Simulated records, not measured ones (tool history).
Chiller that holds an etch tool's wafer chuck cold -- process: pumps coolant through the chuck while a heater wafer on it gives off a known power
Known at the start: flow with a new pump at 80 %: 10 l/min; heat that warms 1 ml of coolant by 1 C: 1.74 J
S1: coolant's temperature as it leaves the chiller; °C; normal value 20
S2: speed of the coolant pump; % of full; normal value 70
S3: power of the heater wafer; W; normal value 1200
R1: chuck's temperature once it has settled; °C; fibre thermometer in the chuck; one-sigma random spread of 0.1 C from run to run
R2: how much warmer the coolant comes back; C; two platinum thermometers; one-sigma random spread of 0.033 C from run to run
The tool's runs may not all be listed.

run	hour	S1	S2	S3	R1	R2
1	0.0	20	70	1200	31.9	5.10
2	47.2	20	70	1313	33.0	5.64
3	77.2	20	70	1313	33.2	5.61
4	107.0	20	70	1313	33.0	5.63
5	145.6	17	70	1200	29.0	5.10
6	177.3	20	70	1200	32.0	5.14
7	220.1	20	70	1200	31.9	5.16
8	284.9	20	70	1200	32.2	5.15
# hour 291.6: chiller's thermometer calibrated
9	335.1	20	70	1200	32.1	5.11
10	374.2	20	70	1200	32.2	5.20
11	421.5	10	71	840	18.5	3.52
12	471.2	28	63	1200	41.3	5.83
13	528.5	15	60	1170	28.5	5.93
14	559.2	18	70	1218	30.5	5.19
# hour 590.8: chiller's thermometer calibrated, once more
15	618.7	18	70	1218	30.1	5.26
16	654.9	20	78	841	27.7	3.19
17	696.7	20	81	1261	31.2	4.63
18	745.5	20	65	1671	37.9	7.86

Here are 3 independent what-if runs from the current tool condition. What would each one return?
A	810.8	13	63	1316	?	?
B	810.8	20	96	1219	?	?
C	810.8	29	94	712	?	?

run	R1	R2
A	27.4	6.41
B	29.2	3.72
C	34.6	2.25
Without the tool's unlogged condition, the same runs would have read:
run	R1	R2
A	25.7	5.92
B	28.2	3.43
C	33.9	2.08
